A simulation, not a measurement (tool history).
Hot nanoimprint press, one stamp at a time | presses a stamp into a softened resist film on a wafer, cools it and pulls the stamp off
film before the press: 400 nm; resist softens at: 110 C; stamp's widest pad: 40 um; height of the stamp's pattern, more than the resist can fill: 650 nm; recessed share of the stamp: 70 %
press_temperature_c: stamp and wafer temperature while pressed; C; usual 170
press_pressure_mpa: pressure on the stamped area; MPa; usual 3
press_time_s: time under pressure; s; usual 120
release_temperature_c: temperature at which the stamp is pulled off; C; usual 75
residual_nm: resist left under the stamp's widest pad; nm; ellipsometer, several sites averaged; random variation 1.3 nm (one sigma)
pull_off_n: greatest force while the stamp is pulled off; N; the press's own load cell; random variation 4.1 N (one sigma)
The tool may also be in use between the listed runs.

{"run": 1, "hour": 0.0, "press_temperature_c": 170, "press_pressure_mpa": 3, "press_time_s": 120, "release_temperature_c": 75, "residual_nm": 205.3, "pull_off_n": 204}
{"run": 2, "hour": 9.1, "press_temperature_c": 170, "press_pressure_mpa": 3, "press_time_s": 120, "release_temperature_c": 75, "residual_nm": 209.7, "pull_off_n": 203}
{"run": 3, "hour": 15.1, "press_temperature_c": 170, "press_pressure_mpa": 3, "press_time_s": 152, "release_temperature_c": 75, "residual_nm": 188.9, "pull_off_n": 203}
{"run": 4, "hour": 21.0, "press_temperature_c": 170, "press_pressure_mpa": 3, "press_time_s": 152, "release_temperature_c": 75, "residual_nm": 192.7, "pull_off_n": 205}
{"run": 5, "hour": 29.1, "press_temperature_c": 170, "press_pressure_mpa": 3, "press_time_s": 152, "release_temperature_c": 75, "residual_nm": 190.9, "pull_off_n": 203}
{"run": 6, "hour": 38.1, "press_temperature_c": 170, "press_pressure_mpa": 3, "press_time_s": 152, "release_temperature_c": 75, "residual_nm": 190.8, "pull_off_n": 201}
{"run": 7, "hour": 43.8, "press_temperature_c": 170, "press_pressure_mpa": 3, "press_time_s": 120, "release_temperature_c": 75, "residual_nm": 206.2, "pull_off_n": 206}
{"run": 8, "hour": 50.9, "press_temperature_c": 170, "press_pressure_mpa": 3, "press_time_s": 120, "release_temperature_c": 75, "residual_nm": 208.8, "pull_off_n": 200}
{"hour": 64.9, "done": "stamp cleaned and given a new release coat"}
{"run": 9, "hour": 67.5, "press_temperature_c": 170, "press_pressure_mpa": 3, "press_time_s": 120, "release_temperature_c": 73, "residual_nm": 206.8, "pull_off_n": 211}
{"run": 10, "hour": 72.3, "press_temperature_c": 170, "press_pressure_mpa": 3, "press_time_s": 120, "release_temperature_c": 73, "residual_nm": 206.3, "pull_off_n": 206}
{"run": 11, "hour": 80.8, "press_temperature_c": 170, "press_pressure_mpa": 2.23, "press_time_s": 120, "release_temperature_c": 75, "residual_nm": 230.5, "pull_off_n": 201}
{"run": 12, "hour": 91.7, "press_temperature_c": 170, "press_pressure_mpa": 3, "press_time_s": 120, "release_temperature_c": 74, "residual_nm": 207.9, "pull_off_n": 202}
{"run": 13, "hour": 97.9, "press_temperature_c": 170, "press_pressure_mpa": 3, "press_time_s": 120, "release_temperature_c": 74, "residual_nm": 204.8, "pull_off_n": 204}
{"run": 14, "hour": 104.5, "press_temperature_c": 170, "press_pressure_mpa": 3, "press_time_s": 120, "release_temperature_c": 74, "residual_nm": 209.1, "pull_off_n": 206}
{"run": 15, "hour": 111.2, "press_temperature_c": 170, "press_pressure_mpa": 3, "press_time_s": 120, "release_temperature_c": 74, "residual_nm": 209.6, "pull_off_n": 200}
{"run": 16, "hour": 119.5, "press_temperature_c": 170, "press_pressure_mpa": 3, "press_time_s": 120, "release_temperature_c": 62, "residual_nm": 207.5, "pull_off_n": 246}
{"run": 17, "hour": 129.0, "press_temperature_c": 172, "press_pressure_mpa": 4.16, "press_time_s": 120, "release_temperature_c": 75, "residual_nm": 163.6, "pull_off_n": 201}

Forecast run 18:
{"run": 18, "hour": 135.9, "press_temperature_c": 172, "press_pressure_mpa": 4.16, "press_time_s": 120, "release_temperature_c": 75, "residual_nm": "?", "pull_off_n": "?"}

{"run 18": {"residual_nm": 163.5, "pull_off_n": 194}}
Without the tool's hidden state the same run would have given residual_nm 163.4 nm, pull_off_n 194 N.
